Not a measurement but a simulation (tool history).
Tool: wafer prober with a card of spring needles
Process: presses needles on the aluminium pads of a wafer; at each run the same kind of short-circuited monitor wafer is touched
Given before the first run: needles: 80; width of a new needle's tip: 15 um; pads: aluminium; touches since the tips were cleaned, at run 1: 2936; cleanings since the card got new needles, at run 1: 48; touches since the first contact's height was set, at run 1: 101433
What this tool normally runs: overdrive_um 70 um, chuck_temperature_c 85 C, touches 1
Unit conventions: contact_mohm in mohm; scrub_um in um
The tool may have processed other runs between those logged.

| run | hour | overdrive_um | chuck_temperature_c | touches | touches since the tips were cleaned | cleanings since the card got new needles | touches since the first contact's height was set | contact_mohm | scrub_um |
|---|---|---|---|---|---|---|---|---|---|
| 1 | 0.0 | 70 | 85 | 1 | 2936 | 48 | 101433 | 273 | 9.65 |
|  | 2.8 | tips cleaned on abrasive film |
| 2 | 8.7 | 70 | 85 | 1 | 4398 | 49 | 107857 | 277 | 9.60 |
|  | 9.3 | tips cleaned on abrasive film |
| 3 | 13.1 | 70 | 85 | 1 | 2842 | 50 | 111019 | 269 | 9.63 |
|  | 16.2 | tips cleaned on abrasive film |
| 4 | 21.8 | 70 | 85 | 1 | 4197 | 51 | 117438 | 275 | 9.58 |
|  | 23.1 | tips cleaned on abrasive film |
| 5 | 26.1 | 70 | 85 | 1 | 2244 | 52 | 120564 | 268 | 9.60 |
|  | 29.6 | tips cleaned on abrasive film |
| 6 | 31.7 | 70 | 85 | 1 | 1568 | 53 | 124667 | 258 | 9.55 |
|  | 35.9 | tips cleaned on abrasive film |
| 7 | 36.0 | 70 | 85 | 1 | 45 | 54 | 127785 | 247 | 9.54 |
|  | 42.6 | tips cleaned on abrasive film |
| 8 | 42.9 | 70 | 85 | 1 | 192 | 55 | 132837 | 249 | 9.54 |
|  | 49.1 | tips cleaned on abrasive film |
| 9 | 50.9 | 70 | 85 | 1 | 1321 | 56 | 138686 | 259 | 9.54 |
| 10 | 55.0 | 70 | 85 | 1 | 4437 | 56 | 141802 | 278 | 9.51 |
|  | 55.9 | tips cleaned on abrasive film |
| 11 | 61.8 | 70 | 118 | 1 | 4400 | 57 | 146737 | 284 | 9.62 |
|  | 62.4 | tips cleaned on abrasive film |
|  | 68.7 | tips cleaned on abrasive film |
| 12 | 69.8 | 70 | 118 | 1 | 798 | 59 | 152576 | 261 | 9.55 |
|  | 75.2 | tips cleaned on abrasive film |
| 13 | 77.2 | 70 | 118 | 1 | 1436 | 60 | 157965 | 270 | 9.50 |
|  | 81.7 | tips cleaned on abrasive film |
| 14 | 86.3 | 70 | 85 | 1 | 3421 | 61 | 164706 | 276 | 9.52 |
|  | 87.4 | height of the first contact set anew |
|  | 88.6 | tips cleaned on abrasive film |
| 15 | 92.2 | 51 | 85 | 1 | 2660 | 62 | 3522 | 289 | 6.73 |
|  | 95.4 | tips cleaned on abrasive film |
| 16 | 98.2 | 51 | 85 | 2 | 2128 | 63 | 7944 | 276 | 6.74 |
|  | 102.4 | height of the first contact set anew, once more |
|  | 102.5 | tips cleaned on abrasive film |
| 17 | 105.5 | 54 | 86 | 2 | 2202 | 64 | 2202 | 266 | 7.56 |
|  | 109.4 | tips cleaned on abrasive film |
| 18 | 111.2 | 54 | 85 | 2 | 1360 | 65 | 6397 | 266 | 7.58 |
|  | 116.2 | tips cleaned on abrasive film |
| 19 | 119.5 | 56 | 85 | 3 | 2458 | 66 | 12481 | 258 | 7.81 |
|  | 123.1 | tips cleaned on abrasive film |
| 20 | 126.7 | 70 | 50 | 1 | 2711 | 67 | 17792 | 261 | 9.76 |
|  | 129.8 | tips cleaned on abrasive film |
| 21 | 133.9 | 61 | 114 | 2 | 3060 | 68 | 23081 | 276 | 8.46 |
|  | 136.2 | tips cleaned on abrasive film |
| 22 | 140.1 | 63 | 71 | 2 | 2900 | 69 | 27630 | 263 | 8.73 |
|  | 142.9 | tips cleaned on abrasive film |
| 23 | 148.8 | 70 | 85 | 1 | 4370 | 70 | 33987 | 272 | 9.69 |
|  | 149.7 | tips cleaned on abrasive film |
| 24 | 152.9 | 64 | 42 | 1 | 2370 | 71 | 36998 | 260 | 8.84 |
|  | 156.1 | tips cleaned on abrasive film |
| 25 | 162.0 | 70 | 73 | 1 | 4447 | 72 | 43712 | 274 | 9.70 |
|  | 162.6 | tips cleaned on abrasive film |
| 26 | 168.4 | 70 | 73 | 1 | 4370 | 73 | 48397 | 271 | 9.70 |
|  | 169.4 | tips cleaned on abrasive film |
| 27 | 173.5 | 69 | 58 | 3 | 3031 | 74 | 52087 | 251 | 9.56 |
|  | 175.7 | tips cleaned on abrasive film |
| 28 | 180.8 | 69 | 58 | 3 | 3772 | 75 | 57468 | 248 | 9.57 |
|  | 183.0 | tips cleaned on abrasive film |
| 29 | 185.6 | 69 | 58 | 3 | 2006 | 76 | 60988 | 242 | 9.52 |
|  | 189.4 | tips cleaned on abrasive film |
| 30 | 195.0 | 67 | 27 | 2 | 4107 | 77 | 67851 | 256 | 9.27 |
|  | 196.1 | tips cleaned on abrasive film |
|  | 202.8 | tips cleaned on abrasive film |
| 31 | 204.2 | 67 | 27 | 2 | 1061 | 79 | 74603 | 235 | 9.23 |

Alternative continuations, all from the tool just after run 31; predict every row:
|  | 209.6 | tips cleaned on abrasive film |
| A | 209.6 | 77 | 81 | 1 | 0 | 80 | 78556 | ? | ? |
|  | 209.6 | tips cleaned on abrasive film |
| B | 209.6 | 58 | 105 | 1 | 0 | 80 | 78556 | ? | ? |
|  | 209.6 | tips cleaned on abrasive film |
| C | 209.6 | 59 | 38 | 1 | 0 | 80 | 78556 | ? | ? |
|  | 209.6 | tips cleaned on abrasive film |
| D | 209.6 | 70 | 67 | 3 | 0 | 80 | 78556 | ? | ? |

| run | contact_mohm | scrub_um |
|---|---|---|
| A | 241 | 10.57 |
| B | 260 | 7.95 |
| C | 236 | 8.06 |
| D | 243 | 9.69 |
Without the tool's unlogged condition, the same runs would have read:
| run | contact_mohm | scrub_um |
|---|---|---|
| A | 238 | 10.75 |
| B | 255 | 8.14 |
| C | 230 | 8.24 |
| D | 240 | 9.87 |
